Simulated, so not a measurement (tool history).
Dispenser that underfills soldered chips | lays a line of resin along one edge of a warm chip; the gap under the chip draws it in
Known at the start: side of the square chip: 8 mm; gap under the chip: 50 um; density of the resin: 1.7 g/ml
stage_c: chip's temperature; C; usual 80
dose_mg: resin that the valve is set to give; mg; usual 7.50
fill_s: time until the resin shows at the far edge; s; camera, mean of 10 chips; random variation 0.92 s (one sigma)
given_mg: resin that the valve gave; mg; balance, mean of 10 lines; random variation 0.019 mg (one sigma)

Run 1, hour 0.0: usual settings. Result: fill_s 102.6 s, given_mg 7.34 mg.
At hour 5.3: new syringe of resin.
Run 2, hour 7.9: usual settings. Result: fill_s 92.1 s, given_mg 7.32 mg.
At hour 16.2: new syringe of resin.
Run 3, hour 17.1: usual settings. Result: fill_s 88.9 s, given_mg 7.26 mg.
Run 4, hour 23.6: usual settings. Result: fill_s 110.9 s, given_mg 7.29 mg.
At hour 27.2: new syringe of resin.
Run 5, hour 31.1: usual settings but stage_c 65 C. Result: fill_s 223.4 s, given_mg 7.25 mg.
At hour 38.5: new syringe of resin.
Run 6, hour 43.6: usual settings. Result: fill_s 102.0 s, given_mg 7.20 mg.
At hour 49.4: new syringe of resin.
Run 7, hour 55.1: usual settings. Result: fill_s 103.5 s, given_mg 7.15 mg.
At hour 60.3: new syringe of resin.
At hour 61.3: stage's temperature calibrated.
Run 8, hour 67.5: usual settings but dose_mg 7.14 mg. Result: fill_s 111.8 s, given_mg 6.81 mg.
At hour 72.4: new syringe of resin.
Run 9, hour 73.9: usual settings. Result: fill_s 90.3 s, given_mg 7.11 mg.
At hour 77.1: dispensing valve cleaned and set on the balance.
Run 10, hour 82.0: usual settings. Result: fill_s 116.7 s, given_mg 7.49 mg.
At hour 84.2: new syringe of resin.
Run 11, hour 94.3: usual settings. Result: fill_s 128.1 s, given_mg 7.43 mg.
At hour 95.1: new syringe of resin.
Run 12, hour 100.4: usual settings. Result: fill_s 105.0 s, given_mg 7.42 mg.
At hour 106.3: new syringe of resin.
Run 13, hour 109.7: usual settings. Result: fill_s 99.6 s, given_mg 7.39 mg.
At hour 116.9: new syringe of resin.
Run 14, hour 119.5: usual settings. Result: fill_s 96.2 s, given_mg 7.34 mg.
At hour 127.4: new syringe of resin.
Run 15, hour 132.2: usual settings. Result: fill_s 102.7 s, given_mg 7.31 mg.
At hour 138.2: new syringe of resin.
Run 16, hour 141.4: usual settings but dose_mg 9.28 mg. Result: fill_s 94.8 s, given_mg 9.05 mg.
Run 17, hour 147.7: usual settings but dose_mg 9.28 mg. Result: fill_s 119.0 s, given_mg 9.05 mg.
At hour 149.4: new syringe of resin.
Run 18, hour 155.4: usual settings but stage_c 86 C, dose_mg 9.60 mg. Result: fill_s 78.0 s, given_mg 9.29 mg.
At hour 160.6: new syringe of resin.
Run 19, hour 164.8: usual settings but stage_c 90 C, dose_mg 6.92 mg. Result: fill_s 62.3 s, given_mg 6.66 mg.
At hour 171.5: new syringe of resin.
Run 20, hour 172.2: usual settings but stage_c 83 C, dose_mg 8.70 mg. Result: fill_s 74.4 s, given_mg 8.38 mg.
Run 21, hour 179.8: usual settings but stage_c 83 C, dose_mg 8.70 mg. Result: fill_s 97.5 s, given_mg 8.35 mg.
At hour 182.7: new syringe of resin.
Run 22, hour 189.3: usual settings but stage_c 93 C, dose_mg 7.87 mg. Result: fill_s 58.4 s, given_mg 7.50 mg.
At hour 193.9: new syringe of resin.
Run 23, hour 196.1: usual settings but stage_c 78 C, dose_mg 8.15 mg. Result: fill_s 102.6 s, given_mg 7.75 mg.
At hour 205.3: new syringe of resin.
At hour 206.3: dispensing valve cleaned and set on the balance.
Run 24, hour 209.4: usual settings but stage_c 82 C. Result: fill_s 85.4 s, given_mg 7.50 mg.
Run 25, hour 215.0: usual settings but stage_c 88 C, dose_mg 7.62 mg. Result: fill_s 75.7 s, given_mg 7.59 mg.
At hour 217.2: new syringe of resin.
Run 26, hour 223.9: usual settings but stage_c 88 C, dose_mg 7.62 mg. Result: fill_s 71.8 s, given_mg 7.55 mg.
At hour 228.3: new syringe of resin.
Run 27, hour 233.8: usual settings but stage_c 87 C, dose_mg 8.09 mg. Result: fill_s 72.7 s, given_mg 8.02 mg.
At hour 238.9: new syringe of resin.
Run 28, hour 241.1: usual settings but stage_c 69 C, dose_mg 8.44 mg. Result: fill_s 160.3 s, given_mg 8.33 mg.
At hour 250.4: new syringe of resin.
Run 29, hour 250.7: usual settings but stage_c 69 C, dose_mg 8.44 mg. Result: fill_s 153.0 s, given_mg 8.29 mg.
At hour 261.0: new syringe of resin.
Run 30, hour 261.7: usual settings but stage_c 69 C, dose_mg 8.44 mg. Result: fill_s 152.5 s, given_mg 8.23 mg.
At hour 271.6: new syringe of resin.
Run 31, hour 272.9: usual settings but stage_c 78 C, dose_mg 7.39 mg. Result: fill_s 102.3 s, given_mg 7.20 mg.
At hour 283.0: new syringe of resin.
Run 32, hour 284.1: usual settings but stage_c 70 C, dose_mg 7.89 mg. Result: fill_s 150.4 s, given_mg 7.65 mg.
Run 33, hour 290.1: usual settings but stage_c 70 C, dose_mg 7.89 mg. Result: fill_s 185.5 s, given_mg 7.64 mg.
At hour 293.9: new syringe of resin.
Run 34, hour 299.0: usual settings but stage_c 67 C, dose_mg 7.89 mg. Result: fill_s 204.3 s, given_mg 7.60 mg.

Hidden state or all else? Some run-to-run changes of fill_s, split into what the settings, what came in and random variation would give without the hidden state, and what is left for the hidden state (with any gauge scatter that isn't in both results):
The hidden state here: resin's viscosity, % of fresh resin's; dose that the valve gives, % of what is set; true chip temperature over the reading, C; drift of the gauge itself on fill_s, %; drift of the gauge itself on given_mg, %.
Run 4 -> 5: stage_c 80 -> 65, new syringe of resin. fill_s +112.5 s: hidden state +1.5, all else +111.0.
Run 5 -> 6: stage_c 65 -> 80, new syringe of resin. fill_s -121.4 s: hidden state -11.6, all else -109.8.
Run 9 -> 10: dispensing valve cleaned and set on the balance. fill_s +26.4 s: hidden state +24.7, all else +1.7.
Run 16 -> 17: no setting changed, nothing entered. fill_s +24.2 s: hidden state +23.8, all else +0.4.
Run 27 -> 28: stage_c 87 -> 69, dose_mg 8.09 -> 8.44, new syringe of resin. fill_s +87.6 s: hidden state -4.0, all else +91.6.
Run 32 -> 33: no setting changed, nothing entered. fill_s +35.1 s: hidden state +35.0, all else +0.1.
